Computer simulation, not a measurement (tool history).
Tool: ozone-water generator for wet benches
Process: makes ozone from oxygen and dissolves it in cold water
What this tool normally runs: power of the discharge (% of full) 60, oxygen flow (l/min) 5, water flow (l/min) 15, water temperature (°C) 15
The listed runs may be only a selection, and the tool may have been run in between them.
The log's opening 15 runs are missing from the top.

run     day  power of the discharge (% of full)  oxygen flow (l/min)  water flow (l/min)  water temperature (°C)  dissolved ozone (ppm)  ozone in the gas ahead of the water (g/m3)
 16  12.683                                  90                    5                  15                      15                   20.3                                       191.4
 17  14.008                                  90                    5                  15                      15                   20.7                                       190.2
 18   15.25                                  60                 2.53                  23                      15                    8.8                                       192.5
 19   16.45                                  60                    5                  19                      15                   11.2                                         131
 20  17.608                                  49                 2.85                  19                      20                    8.7                                       149.2
 21  18.212                                  69                 2.85                  19                      23                   11.3                                       204.3
       18.5  -- contactor cleaned
 22  19.188                                  60                    5                  21                      15                   10.2                                       132.9
 23      20                                  61                    5                  21                      15                   10.4                                         134

Run 24, settings as shown, results not yet in. Your forecast:
 24  20.554                                  61                    5                  21                      15                      ?                                           ?

Run 24 yielded dissolved ozone (ppm) 10.3, ozone in the gas ahead of the water (g/m3) 134.4.
Were there no unlogged condition in the tool, this run, its random variation unchanged, would have produced dissolved ozone (ppm) 10.9, ozone in the gas ahead of the water (g/m3) 135.9.

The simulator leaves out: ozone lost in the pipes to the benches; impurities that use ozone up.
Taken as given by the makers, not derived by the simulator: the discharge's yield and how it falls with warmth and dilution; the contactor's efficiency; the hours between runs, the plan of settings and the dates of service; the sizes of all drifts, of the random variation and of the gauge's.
